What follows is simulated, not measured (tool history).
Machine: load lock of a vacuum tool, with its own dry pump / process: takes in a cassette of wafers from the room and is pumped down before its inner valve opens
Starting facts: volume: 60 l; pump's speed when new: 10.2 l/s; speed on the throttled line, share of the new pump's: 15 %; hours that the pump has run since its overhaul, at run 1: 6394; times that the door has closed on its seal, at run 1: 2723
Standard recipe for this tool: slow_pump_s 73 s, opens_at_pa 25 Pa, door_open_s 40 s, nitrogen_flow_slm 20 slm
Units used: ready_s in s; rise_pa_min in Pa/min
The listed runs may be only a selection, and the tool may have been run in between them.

run,hour,slow_pump_s,opens_at_pa,door_open_s,nitrogen_flow_slm,hours that the pump has run since its overhaul,times that the door has closed on its seal,"incoming humidity of the room's air, %",ready_s,rise_pa_min
1,0.0,73,25,40,20,6394,2723,45.0,114.6,0.031
2,67.7,73,25,99,20,6462,2882,45.6,114.8,0.037
3,146.3,73,25,99,20,6540,3067,46.2,114.0,0.040
4,202.7,73,25,99,20,6597,3200,46.0,115.6,0.039
5,285.3,73,25,40,20,6679,3395,44.4,114.7,0.028
6,326.8,73,25,40,37,6721,3493,45.3,114.2,0.021
7,394.9,73,25,40,37,6789,3653,42.6,114.2,0.028
8,456.7,73,25,40,37,6851,3799,41.6,114.6,0.030
9,503.7,73,25,40,37,6898,3910,46.1,113.3,0.026
10,568.7,73,25,40,37,6963,4063,47.9,114.2,0.033
11,655.3,73,47,40,20,7050,4267,45.1,109.9,0.034
12,717.9,48,25,40,20,7112,4414,47.2,93.3,0.037
13,771.0,73,25,48,20,7165,4540,46.0,113.9,0.034
14,842.0,73,25,48,20,7236,4707,45.9,114.6,0.040
15,886.9,73,25,48,20,7281,4813,44.9,115.8,0.042
16,954.4,73,25,40,20,7349,4972,42.7,114.9,0.042
17,1039.0,73,25,40,20,7433,5171,44.7,115.9,0.037
18,1102.4,73,25,40,6,7497,5321,48.4,114.7,0.049
19,1190.0,63,25,40,41,7584,5527,42.4,106.5,0.031
20,1279.9,63,25,40,41,7674,5739,46.2,107.4,0.033
21,1324.5,63,25,40,41,7719,5844,45.9,107.2,0.040
22,1408.3,72,19,47,4,7802,6041,41.0,115.0,0.052
23,1463.9,71,19,47,8,7858,6173,46.2,116.7,0.051
24,1543.1,70,19,47,7,7937,6359,42.7,114.6,0.055
25,1610.4,70,32,53,7,8005,6518,40.2,111.0,0.055
26,1684.6,143,25,40,20,8079,6693,43.5,173.5,0.049
27,1726.3,143,25,40,20,8120,6791,43.6,175.2,0.048
28,1795.2,83,27,57,5,8189,6953,43.0,123.0,0.065
29,1857.0,50,25,40,20,8251,7099,45.3,96.5,0.046
30,1901.2,50,28,62,11,8295,7203,41.9,95.8,0.055
31,1943.3,50,28,62,11,8337,7302,42.9,95.6,0.062
32,1996.3,50,44,62,13,8391,7427,45.8,92.0,0.060
33,2037.2,70,28,34,12,8431,7524,42.8,111.6,0.053
34,2106.3,53,28,133,12,8501,7687,46.5,98.3,0.076
35,2175.3,53,28,133,12,8569,7849,45.0,97.8,0.078
36,2230.4,53,21,133,12,8625,7979,45.9,99.9,0.080

Consider 5 possible next runs. They are alternatives, not a sequence: every one starts from the tool as it was left by run 36. What does each give?
A,2276.3,73,44,100,20,8671,8087,43.6,?,?
B,2276.3,109,25,40,10,8671,8087,42.8,?,?
C,2276.3,73,25,40,30,8671,8087,45.6,?,?
D,2276.3,53,21,133,39,8671,8087,45.0,?,?
E,2276.3,53,28,133,23,8671,8087,43.8,?,?

run,ready_s,rise_pa_min
A,111.0,0.062
B,144.2,0.054
C,116.2,0.049
D,100.8,0.057
E,98.9,0.065
Had the tool no hidden state, the same runs would have come out as:
run,ready_s,rise_pa_min
A,106.6,0.028
B,140.0,0.021
C,111.2,0.016
D,95.3,0.023
E,93.7,0.031
